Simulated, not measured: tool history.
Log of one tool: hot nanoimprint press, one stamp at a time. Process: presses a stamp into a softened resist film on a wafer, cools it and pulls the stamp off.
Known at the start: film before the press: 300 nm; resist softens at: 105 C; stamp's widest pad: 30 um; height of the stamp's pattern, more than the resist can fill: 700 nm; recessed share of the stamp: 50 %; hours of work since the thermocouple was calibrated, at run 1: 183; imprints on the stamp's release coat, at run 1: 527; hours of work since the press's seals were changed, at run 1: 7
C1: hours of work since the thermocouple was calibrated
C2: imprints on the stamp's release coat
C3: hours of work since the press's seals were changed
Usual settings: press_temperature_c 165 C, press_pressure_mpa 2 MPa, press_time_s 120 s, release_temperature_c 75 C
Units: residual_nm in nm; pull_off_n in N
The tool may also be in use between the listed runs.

Run 1, hour 0: usual settings; C1 183; C2 527; C3 7. Result: residual_nm 167.9 nm, pull_off_n 216 N.
Run 2, hour 27.2: usual settings; C1 198; C2 608; C3 21. Result: residual_nm 167.7 nm, pull_off_n 218 N.
Run 3, hour 48.6: usual settings but press_time_s 65 s; C1 210; C2 672; C3 33. Result: residual_nm 198.5 nm, pull_off_n 220 N.
Run 4, hour 78.5: usual settings but press_temperature_c 167 C; C1 226; C2 762; C3 49. Result: residual_nm 154.9 nm, pull_off_n 218 N.
At hour 94.4: stamp cleaned and given a new release coat.
Run 5, hour 117: usual settings; C1 243; C2 67; C3 66. Result: residual_nm 167.7 nm, pull_off_n 223 N.
Run 6, hour 144.4: usual settings; C1 258; C2 150; C3 81. Result: residual_nm 168.5 nm, pull_off_n 214 N.
Run 7, hour 167.3: usual settings but release_temperature_c 66 C; C1 271; C2 218; C3 94. Result: residual_nm 169.2 nm, pull_off_n 265 N.
Run 8, hour 201: usual settings but release_temperature_c 61 C; C1 289; C2 319; C3 112. Result: residual_nm 168.1 nm, pull_off_n 292 N.
Run 9, hour 234.8: usual settings but release_temperature_c 61 C; C1 307; C2 421; C3 130. Result: residual_nm 169 nm, pull_off_n 289 N.
Run 10, hour 257.4: usual settings but release_temperature_c 61 C; C1 319; C2 488; C3 142. Result: residual_nm 168.7 nm, pull_off_n 285 N.
Run 11, hour 287.9: usual settings; C1 336; C2 580; C3 159. Result: residual_nm 169.8 nm, pull_off_n 219 N.
Run 12, hour 306.8: usual settings; C1 346; C2 637; C3 169. Result: residual_nm 170.1 nm, pull_off_n 216 N.
Run 13, hour 347: usual settings but press_pressure_mpa 2.07 MPa; C1 368; C2 757; C3 191. Result: residual_nm 165.9 nm, pull_off_n 221 N.
At hour 364.4: stamp cleaned and given a new release coat.
Run 14, hour 390.7: usual settings; C1 388; C2 79; C3 211. Result: residual_nm 169.4 nm, pull_off_n 215 N.
Run 15, hour 407.2: usual settings; C1 397; C2 128; C3 220. Result: residual_nm 169.4 nm, pull_off_n 215 N.
Run 16, hour 441: usual settings but press_time_s 85 s; C1 415; C2 230; C3 238. Result: residual_nm 187 nm, pull_off_n 215 N.
Run 17, hour 458.9: usual settings but press_pressure_mpa 2.05 MPa, press_time_s 86 s; C1 425; C2 283; C3 248. Result: residual_nm 184.7 nm, pull_off_n 218 N.
Run 18, hour 492.5: usual settings but press_temperature_c 166 C, press_pressure_mpa 2.22 MPa, press_time_s 86 s; C1 443; C2 384; C3 266. Result: residual_nm 170.4 nm, pull_off_n 216 N.
Run 19, hour 511.3: usual settings but press_time_s 125 s, release_temperature_c 80 C; C1 453; C2 441; C3 276. Result: residual_nm 168.1 nm, pull_off_n 193 N.
Run 20, hour 530.4: usual settings but press_time_s 125 s, release_temperature_c 80 C; C1 463; C2 498; C3 287. Result: residual_nm 168 nm, pull_off_n 190 N.
Run 21, hour 550.4: usual settings but press_time_s 125 s, release_temperature_c 80 C; C1 474; C2 558; C3 297. Result: residual_nm 168.3 nm, pull_off_n 192 N.
Run 22, hour 571: usual settings but press_pressure_mpa 1.78 MPa, press_time_s 89 s, release_temperature_c 63 C; C1 485; C2 619; C3 309. Result: residual_nm 195 nm, pull_off_n 282 N.
At hour 600.5: plate thermocouple calibrated.
Run 23, hour 613.9: usual settings but press_pressure_mpa 1.32 MPa, press_time_s 125 s; C1 7; C2 739; C3 330. Result: residual_nm 204.8 nm, pull_off_n 218 N.
At hour 638.6: stamp cleaned and given a new release coat.
Run 24, hour 657.9: usual settings but press_pressure_mpa 1.34 MPa, press_time_s 215 s, release_temperature_c 60 C; C1 28; C2 58; C3 351. Result: residual_nm 176.7 nm, pull_off_n 293 N.
Run 25, hour 678.3: usual settings but press_temperature_c 153 C, press_pressure_mpa 1.58 MPa; C1 39; C2 119; C3 362. Result: residual_nm 272.3 nm, pull_off_n 215 N.
Run 26, hour 700.2: usual settings but press_temperature_c 153 C, press_pressure_mpa 1.58 MPa, press_time_s 81 s; C1 51; C2 185; C3 373. Result: residual_nm 279.5 nm, pull_off_n 216 N.
Run 27, hour 739.7: usual settings but press_pressure_mpa 1.51 MPa; C1 72; C2 303; C3 395. Result: residual_nm 195.5 nm, pull_off_n 215 N.
Run 28, hour 777.4: usual settings but press_pressure_mpa 1.51 MPa, release_temperature_c 74 C; C1 92; C2 416; C3 415. Result: residual_nm 196 nm, pull_off_n 221 N.
Run 29, hour 805: usual settings but press_pressure_mpa 1.51 MPa, release_temperature_c 74 C; C1 107; C2 499; C3 430. Result: residual_nm 196.1 nm, pull_off_n 227 N.
Run 30, hour 830.5: usual settings but press_temperature_c 154 C, press_pressure_mpa 1.51 MPa, press_time_s 62 s, release_temperature_c 78 C; C1 121; C2 576; C3 444. Result: residual_nm 284.8 nm, pull_off_n 200 N.

Some steps in residual_nm between neighbouring runs. How much of each would the tool show without its hidden state too (settings, what came in, random variation), and how much is left for the hidden state, with any gauge scatter that isn't in both results?
The hidden state here: true temperature over the reading, C; pressure that arrives at the usual setting, %; grip of the stamp's worn release coat, % over a new coat's; drift of the gauge itself on residual_nm, %; drift of the gauge itself on pull_off_n, %.
Run 24 -> 25: press_temperature_c 165 -> 153, press_pressure_mpa 1.34 -> 1.58, press_time_s 215 -> 120, release_temperature_c 60 -> 75. residual_nm +95.6 nm: hidden state +1.3, all else +94.3.
Run 26 -> 27: press_temperature_c 153 -> 165, press_pressure_mpa 1.58 -> 1.51, press_time_s 81 -> 120. residual_nm -84 nm: hidden state -1, all else -83.
Run 29 -> 30: press_temperature_c 165 -> 154, press_time_s 120 -> 62, release_temperature_c 74 -> 78. residual_nm +88.7 nm: hidden state +1.6, all else +87.1.
